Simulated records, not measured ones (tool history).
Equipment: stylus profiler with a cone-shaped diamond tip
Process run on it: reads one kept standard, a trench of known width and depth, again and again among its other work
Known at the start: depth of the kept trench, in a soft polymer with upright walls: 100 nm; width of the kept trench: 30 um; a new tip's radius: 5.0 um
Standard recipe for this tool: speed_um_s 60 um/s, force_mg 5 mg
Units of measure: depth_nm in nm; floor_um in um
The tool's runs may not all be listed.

| run | hour | speed_um_s | force_mg | depth_nm | floor_um |
|---|---|---|---|---|---|
| 1 | 0 | 60 | 5 | 102.73 | 27.84 |
| 2 | 33.8 | 60 | 5 | 102.69 | 27.84 |
| 3 | 52.5 | 60 | 5 | 102.66 | 27.83 |
| 4 | 82.4 | 60 | 5 | 102.73 | 27.84 |
| 5 | 105 | 60 | 5 | 102.72 | 27.89 |
| 6 | 135.8 | 60 | 5 | 102.67 | 27.82 |
| 7 | 160 | 60 | 5 | 102.67 | 27.89 |
| 8 | 184.1 | 60 | 5 | 102.69 | 27.88 |
| 9 | 203.7 | 60 | 5.46 | 102.83 | 27.85 |
| 10 | 221.7 | 60 | 5.46 | 102.86 | 27.88 |
| 11 | 249.2 | 60 | 8.3 | 103.75 | 27.89 |
| 12 | 267.7 | 60 | 8.3 | 103.75 | 27.91 |
| 13 | 286.8 | 60 | 5 | 102.69 | 27.87 |
| 14 | 312.8 | 103 | 5 | 102.71 | 27.76 |
| 15 | 345.7 | 103 | 5 | 102.68 | 27.84 |
| 16 | 372.3 | 103 | 5 | 102.69 | 27.73 |
| 17 | 403.4 | 60 | 5 | 102.66 | 27.87 |
| 18 | 437.7 | 60 | 5 | 102.67 | 27.85 |
| 19 | 452.7 | 60 | 5 | 102.69 | 27.84 |
| 20 | 477.1 | 60 | 8.37 | 103.79 | 27.92 |
| 21 | 495.9 | 60 | 8.37 | 103.8 | 27.88 |
| 22 | 514.7 | 60 | 5 | 102.67 | 27.86 |
| 23 | 551.7 | 60 | 11.45 | 104.66 | 27.88 |
| 24 | 567.9 | 60 | 11.45 | 104.64 | 27.92 |
| 25 | 602.5 | 60 | 11.45 | 104.71 | 27.9 |
| 26 | 631.1 | 93 | 1.69 | 101.3 | 27.6 |
| 27 | 659.7 | 150 | 6.45 | 103.19 | 27.71 |
| 28 | 675.7 | 21 | 3.16 | 101.97 | 27.95 |
| 29 | 704.2 | 21 | 3.16 | 101.98 | 27.94 |
| 30 | 722.5 | 26 | 5 | 102.73 | 28 |
| 31 | 754.1 | 79 | 3.25 | 102.02 | 27.83 |
| 32 | 769.5 | 79 | 3.25 | 102.03 | 27.79 |
| 33 | 786.6 | 79 | 3.25 | 101.99 | 27.74 |
| 34 | 810.1 | 221 | 12.31 | 104.92 | 27.66 |
| 35 | 847.1 | 221 | 6.01 | 103.03 | 27.58 |
| 36 | 876.9 | 60 | 1.98 | 101.47 | 27.81 |
| 37 | 896.7 | 60 | 1.98 | 101.43 | 27.82 |
| 38 | 930 | 165 | 1.7 | 101.28 | 27.32 |
| 39 | 963.8 | 69 | 2.42 | 101.66 | 27.8 |
| 40 | 991 | 60 | 1.89 | 101.37 | 27.77 |
| 41 | 1027.2 | 60 | 6.56 | 103.2 | 27.88 |
| 42 | 1060.8 | 60 | 6.56 | 103.23 | 27.94 |
| 43 | 1078.7 | 228 | 6.82 | 103.29 | 27.5 |
| 44 | 1097 | 20 | 10.23 | 104.38 | 27.97 |
| 45 | 1131.3 | 48 | 4.72 | 102.61 | 27.84 |

Not shown: 1 entry that the log had between the listed runs. Between which runs, and how does the tool's hidden state differ before and after?
Between runs 26 and 27: new tip fitted, height scale calibrated (hour 648)
  radius of the tip, um: 5.14 -> 5.01; height scale over the true one, %: -0.005 -> 0
  measured value less the no-hidden-state value, floor_um: -0.03 -> +0 um
